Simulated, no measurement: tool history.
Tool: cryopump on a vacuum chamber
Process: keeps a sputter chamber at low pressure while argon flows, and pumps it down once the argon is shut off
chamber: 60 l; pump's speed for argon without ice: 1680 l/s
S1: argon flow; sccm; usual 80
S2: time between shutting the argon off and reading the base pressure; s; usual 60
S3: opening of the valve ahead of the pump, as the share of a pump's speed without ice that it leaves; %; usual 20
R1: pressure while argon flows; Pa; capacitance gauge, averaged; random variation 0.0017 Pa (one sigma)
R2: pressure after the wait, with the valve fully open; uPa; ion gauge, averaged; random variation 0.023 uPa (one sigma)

run,hour,S1,S2,S3,R1,R2
1,0,80,60,20,0.416,1.32
2,32.5,80,60,20,0.4189,1.32
3,62,80,60,20,0.4239,1.34
4,84.5,80,60,20,0.4203,1.39
5,100.5,80,60,20,0.4246,1.41
6,131,80,60,20,0.4195,1.37
7,167.4,80,47,20,0.4252,1.52
8,184.9,80,47,20,0.4247,1.52
9,222.1,80,47,20,0.4254,1.59
10,254.2,80,47,17,0.4956,1.56
11,271.6,80,60,20,0.4236,1.45
12,305,80,60,20,0.4279,1.47
13,332.7,80,60,20,0.4305,1.45
14,364.5,80,60,20,0.4301,1.48
15,380.2,80,60,20,0.4312,1.48
16,403.3,80,31,20,0.4351,2.02
17,423.8,80,298,20,0.4302,1.02
18,442.1,80,298,20,0.4284,1.09
19,469.9,110,60,43,0.3005,1.57
20,506.1,110,60,43,0.3001,1.49
# hour 527.2: pump warmed up, emptied and cooled again
21,530.3,110,220,18,0.6211,0.82
22,562.4,80,126,37,0.2197,0.99
23,584.5,41,90,37,0.1133,1.11
24,601.1,41,90,37,0.1136,1.1
25,623.7,114,90,46,0.2525,1.15
# hour 639: leaking fittings of the chamber tightened, without venting
26,645.6,114,90,46,0.2544,0.58
27,670.1,114,90,46,0.2551,0.59
28,699.3,57,118,40,0.1479,0.53
29,724.9,57,118,40,0.1479,0.54
30,745.5,69,239,32,0.2203,0.39
31,779.4,69,239,32,0.2231,0.45
32,807.2,51,60,56,0.0966,0.81
33,841.5,72,200,21,0.3527,0.45
34,858.7,72,200,21,0.3507,0.42

The same runs without the tool's hidden state, with the same run-to-run variation:
The hidden state here: pump's speed, % of a pump's without ice; cold plate's temperature, K; leak into the chamber, uPa l/s; drift of the gauge itself on working_pa, %; drift of the gauge itself on base_upa, %.
run,R1,R2
1,0.3983,0.74
2,0.4004,0.72
3,0.4045,0.73
4,0.4006,0.77
5,0.4042,0.78
6,0.3986,0.74
7,0.4033,0.87
8,0.4023,0.87
9,0.4021,0.91
10,0.4715,0.88
11,0.3992,0.75
12,0.4026,0.75
13,0.4043,0.74
14,0.403,0.74
15,0.4036,0.74
16,0.4067,1.27
17,0.4016,0.28
18,0.3995,0.31
19,0.2589,0.78
20,0.2572,0.72
21,0.6184,0.29
22,0.2172,0.44
23,0.1119,0.55
24,0.112,0.53
25,0.2475,0.59
26,0.2489,0.53
27,0.2491,0.52
28,0.1446,0.46
29,0.1443,0.47
30,0.2156,0.31
31,0.2178,0.36
32,0.0924,0.72
33,0.3462,0.35
34,0.3439,0.32

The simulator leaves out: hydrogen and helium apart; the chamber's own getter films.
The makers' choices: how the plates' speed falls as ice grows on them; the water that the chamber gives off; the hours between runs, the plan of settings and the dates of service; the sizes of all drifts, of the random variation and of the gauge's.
